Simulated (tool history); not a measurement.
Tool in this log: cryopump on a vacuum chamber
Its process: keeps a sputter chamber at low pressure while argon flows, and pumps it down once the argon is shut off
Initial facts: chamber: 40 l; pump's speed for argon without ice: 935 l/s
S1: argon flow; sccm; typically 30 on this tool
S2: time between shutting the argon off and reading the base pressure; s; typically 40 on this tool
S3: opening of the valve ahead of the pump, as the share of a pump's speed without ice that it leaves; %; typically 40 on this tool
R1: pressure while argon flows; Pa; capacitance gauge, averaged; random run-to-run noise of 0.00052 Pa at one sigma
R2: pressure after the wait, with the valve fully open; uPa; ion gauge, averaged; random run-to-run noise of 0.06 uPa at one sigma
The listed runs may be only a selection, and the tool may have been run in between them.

run,hour,S1,S2,S3,R1,R2
1,0,30,40,40,0.1385,4.33
2,12.5,30,40,40,0.1385,4.3
3,35.8,30,40,40,0.1386,4.33
4,62,30,40,40,0.1381,4.37
5,87.5,30,40,40,0.1382,4.33
6,106.1,13,40,40,0.0604,4.41
7,118.8,13,40,40,0.0599,4.52
8,142.7,13,40,31,0.0772,4.6
9,164.7,13,40,31,0.077,4.5
10,178.4,30,40,40,0.1392,4.43
11,194.6,30,40,40,0.1384,4.5
12,208.8,30,40,40,0.1399,4.57
13,223.1,30,45,40,0.1396,4.09
14,241.7,30,40,40,0.1397,4.67
15,260.5,30,40,40,0.1396,4.53
16,282.9,30,63,40,0.1394,3.44
17,299.9,30,40,40,0.1398,4.64
18,324.5,30,40,40,0.1402,4.72
19,351.8,30,40,40,0.1406,4.75
20,367.6,48,162,53,0.1706,2.14
21,386.7,17,24,53,0.061,7.16
22,412.6,17,24,53,0.0603,7.1
23,440,24,24,16,0.2751,7.32
24,464.4,24,24,33,0.136,7.15
25,477.2,48,25,31,0.2892,6.73
26,490,48,25,31,0.2884,6.98
27,510.2,28,40,26,0.1998,4.97
28,525.1,28,40,26,0.1993,4.96
29,540.7,35,169,53,0.1254,2.34
30,555.4,50,166,53,0.1796,2.33
31,569.5,50,166,53,0.1798,2.35
32,581.1,13,131,21,0.1139,2.59
33,606.8,42,131,33,0.2388,2.64
34,621.3,14,57,35,0.0747,3.96

Branching from run 34: 4 alternative next runs. What would each branch give?
A,642.6,15,59,42,?,?
B,642.6,14,57,35,?,?
C,642.6,28,57,35,?,?
D,642.6,14,57,34,?,?

run,R1,R2
A,0.0676,4.03
B,0.0752,4.17
C,0.151,4.03
D,0.0764,4.16
Without the tool's unlogged condition, the same runs would have read:
run,R1,R2
A,0.0646,2.73
B,0.0724,2.86
C,0.1453,2.75
D,0.0736,2.84

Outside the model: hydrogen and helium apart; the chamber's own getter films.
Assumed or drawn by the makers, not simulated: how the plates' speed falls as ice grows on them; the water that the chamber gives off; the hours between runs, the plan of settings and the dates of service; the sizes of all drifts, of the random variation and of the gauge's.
